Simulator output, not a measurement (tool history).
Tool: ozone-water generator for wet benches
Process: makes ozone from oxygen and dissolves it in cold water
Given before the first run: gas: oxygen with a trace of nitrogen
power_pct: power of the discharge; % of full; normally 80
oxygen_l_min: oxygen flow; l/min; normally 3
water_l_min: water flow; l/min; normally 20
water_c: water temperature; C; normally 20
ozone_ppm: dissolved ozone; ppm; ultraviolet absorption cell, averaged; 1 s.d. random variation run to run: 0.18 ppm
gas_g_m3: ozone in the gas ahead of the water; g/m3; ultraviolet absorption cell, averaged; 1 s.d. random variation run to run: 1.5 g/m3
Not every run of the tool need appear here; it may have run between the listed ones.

run	hour	power_pct	oxygen_l_min	water_l_min	water_c	ozone_ppm	gas_g_m3
1	0	80	3	20	20	20	236.4
2	73.6	80	2.12	20	20	18.9	292.4
3	135.6	80	2.12	20	20	18.8	290.8
4	226.7	80	3	20	20	19.3	236.8
5	275.6	80	3	20	20	19.4	236.9
6	331.2	80	3	20	20	19.3	234.4
7	395.7	63	3	20	13	17.4	199
8	464.9	71	3.26	30	17	12.8	204.9
9	519.7	80	3	15	27	21.4	230.2
10	590.3	80	3	15	27	21.3	228.9
11	672.2	87	2.38	28	20	14.4	279.8
12	718.4	87	2.38	28	20	14.4	276

Here are 3 independent what-if runs from the current tool condition. What would each one return?
A	771.9	80	3	16	20	?	?
B	771.9	89	3.03	16	20	?	?
C	771.9	94	2.03	14	20	?	?

run	ozone_ppm	gas_g_m3
A	22.1	224.3
B	23.7	243.2
C	26.8	317.6
Stripped of hidden state, with their random variation kept, the same runs would have yielded:
run	ozone_ppm	gas_g_m3
A	28.6	280.7
B	31.1	308.8
C	35.5	406.1
